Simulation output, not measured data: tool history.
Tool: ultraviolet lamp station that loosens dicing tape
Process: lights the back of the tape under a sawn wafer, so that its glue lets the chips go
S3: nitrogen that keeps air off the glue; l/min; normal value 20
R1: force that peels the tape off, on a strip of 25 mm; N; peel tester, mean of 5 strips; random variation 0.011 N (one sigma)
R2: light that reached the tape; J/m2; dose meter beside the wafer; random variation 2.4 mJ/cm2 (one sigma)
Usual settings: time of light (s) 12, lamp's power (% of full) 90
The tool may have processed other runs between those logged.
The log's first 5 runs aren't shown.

{"run": 6, "day": 11.542, "time of light (s)": 12, "lamp's power (% of full)": 85, "S3": 20, "R1": 0.57, "R2": 2400}
{"run": 7, "day": 13.65, "time of light (s)": 12, "lamp's power (% of full)": 90, "S3": 20, "R1": 0.505, "R2": 2550}
{"run": 8, "day": 14.875, "time of light (s)": 12, "lamp's power (% of full)": 90, "S3": 20, "R1": 0.511, "R2": 2530}
{"run": 9, "day": 16.55, "time of light (s)": 12, "lamp's power (% of full)": 90, "S3": 20, "R1": 0.523, "R2": 2550}
{"run": 10, "day": 18.229, "time of light (s)": 12, "lamp's power (% of full)": 65, "S3": 20, "R1": 1.003, "R2": 1840}
{"run": 11, "day": 20.871, "time of light (s)": 12, "lamp's power (% of full)": 65, "S3": 20, "R1": 0.992, "R2": 1830}
{"run": 12, "day": 23.179, "time of light (s)": 12, "lamp's power (% of full)": 65, "S3": 20, "R1": 0.949, "R2": 1820}
{"run": 13, "day": 25.796, "time of light (s)": 12, "lamp's power (% of full)": 65, "S3": 20, "R1": 0.984, "R2": 1790}
{"run": 14, "day": 27.938, "time of light (s)": 7, "lamp's power (% of full)": 90, "S3": 20, "R1": 1.445, "R2": 1470}
{"run": 15, "day": 30.675, "time of light (s)": 7, "lamp's power (% of full)": 90, "S3": 20, "R1": 1.476, "R2": 1450}
{"run": 16, "day": 33.333, "time of light (s)": 7, "lamp's power (% of full)": 90, "S3": 20, "R1": 1.43, "R2": 1470}
{"run": 17, "day": 36.233, "time of light (s)": 7, "lamp's power (% of full)": 90, "S3": 20, "R1": 1.429, "R2": 1480}
{"run": 18, "day": 38.412, "time of light (s)": 19, "lamp's power (% of full)": 90, "S3": 20, "R1": 0.247, "R2": 3950}
{"run": 19, "day": 39.8, "time of light (s)": 19, "lamp's power (% of full)": 90, "S3": 20, "R1": 0.253, "R2": 4010}
{"run": 20, "day": 42.588, "time of light (s)": 19, "lamp's power (% of full)": 80, "S3": 8, "R1": 0.537, "R2": 3540}

Estimate the outcome of run 21 from the log above:
{"run": 21, "day": 44.471, "time of light (s)": 11, "lamp's power (% of full)": 80, "S3": 26, "R1": "?", "R2": "?"}

{"run 21": {"R1": 0.628, "R2": 2060}}
Were there no unlogged condition in the tool, this run, its random variation unchanged, would have produced R1 0.623 N, R2 2060 J/m2.
